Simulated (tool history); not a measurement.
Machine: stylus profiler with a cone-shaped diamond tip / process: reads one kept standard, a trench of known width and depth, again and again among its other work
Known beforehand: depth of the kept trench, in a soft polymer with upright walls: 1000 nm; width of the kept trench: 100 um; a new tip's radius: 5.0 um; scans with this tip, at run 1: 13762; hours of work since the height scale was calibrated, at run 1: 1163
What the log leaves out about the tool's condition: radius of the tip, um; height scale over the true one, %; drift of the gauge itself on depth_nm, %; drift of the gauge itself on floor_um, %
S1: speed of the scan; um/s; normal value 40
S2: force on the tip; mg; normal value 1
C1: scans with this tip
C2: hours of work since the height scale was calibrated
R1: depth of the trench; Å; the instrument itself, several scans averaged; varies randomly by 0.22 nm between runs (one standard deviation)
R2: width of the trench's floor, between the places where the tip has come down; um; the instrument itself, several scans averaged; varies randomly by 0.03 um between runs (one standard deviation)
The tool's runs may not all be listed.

run	hour	S1	S2	C1	C2	R1	R2
1	0	40	1	13762	1163	10030.5	93.81
2	41.8	40	1	14050	1187	10030.6	93.8
3	74.6	40	1	14276	1207	10033.2	93.79
4	99.1	109	1	14446	1221	10029	93.43
5	148.8	40	1	14789	1250	10031.2	93.79
6	186.5	40	1	15049	1272	10035.6	93.86
7	210	40	0.75	15212	1286	10028.4	93.69
8	241.1	40	0.75	15426	1304	10025.7	93.78
9	264.9	40	1	15591	1318	10029.7	93.73
10	315.9	40	1	15943	1347	10034	93.72
11	340.4	40	1	16112	1362	10031.3	93.74
12	366.3	40	1	16291	1377	10029.5	93.73
13	400.9	40	1	16530	1397	10030.8	93.78
14	427.7	40	1	16715	1413	10026.2	93.74
15	468.6	40	1	16997	1436	10028	93.75
16	508.4	40	1	17272	1460	10029.6	93.81
17	557.5	40	1	17611	1488	10030.4	93.77
18	598.8	40	1	17897	1512	10028.6	93.81
19	626	40	1	18085	1528	10027.9	93.75
20	656.3	40	1	18294	1546	10035	93.77
21	690.7	40	0.46	18531	1566	10016.8	93.62
22	717.3	40	1	18715	1582	10033.4	93.78
23	768.5	40	1	19069	1612	10025.4	93.76
24	808.4	40	1	19344	1635	10032.6	93.75
25	829.2	40	1.82	19487	1647	10043.8	93.83
26	858.5	34	1.68	19690	1664	10042.4	93.88
27	889.1	78	2.81	19901	1682	10060.7	93.72
28	911.5	78	2.81	20056	1695	10059.9	93.71
29	954.7	78	2.81	20354	1720	10060.4	93.76
30	979.8	40	1.32	20528	1735	10036.1	93.82
31	1021.7	40	1.32	20817	1759	10035.6	93.81
32	1071.1	44	1.08	21158	1788	10030.2	93.73
33	1113.9	70	1.08	21453	1813	10031.8	93.61
34	1136.5	10	1.36	21610	1826	10037.4	93.91
35	1181.2	33	0.37	21919	1852	10019.8	93.68
36	1209.2	84	0.4	22112	1869	10018.3	93.23
37	1230.6	14	0.45	22259	1881	10021	93.83
38	1262.8	158	1.76	22482	1900	10050.6	93.28
39	1301.5	29	1.42	22749	1923	10037.7	93.85
40	1338	40	1.69	23001	1944	10045.7	93.83
41	1374.6	11	2.27	23254	1965	10048.5	93.93
42	1395.7	77	1.44	23400	1978	10038.6	93.57
43	1423.7	77	1.44	23593	1994	10043.3	93.56
# hour 1446.2: height scale calibrated on a step standard
44	1454.3	77	1.44	23801	5	10042.8	93.6
45	1489.2	77	1.44	24042	25	10037.6	93.6
46	1519.9	69	0.71	24254	43	10026.2	93.48

Each row is a separate what-if for the run after 46, all from the same tool condition, not one after another. Results?
A	1545.1	53	1.43	24428	58	?	?
B	1545.1	40	1.54	24428	58	?	?
C	1545.1	56	0.71	24428	58	?	?
D	1545.1	51	0.74	24428	58	?	?

run	R1	R2
A	10039	93.72
B	10041	93.79
C	10024.8	93.58
D	10025.8	93.65
Without the tool's unlogged condition, the same runs would have read:
run	R1	R2
A	10039	93.74
B	10041.1	93.81
C	10024.8	93.6
D	10025.9	93.67
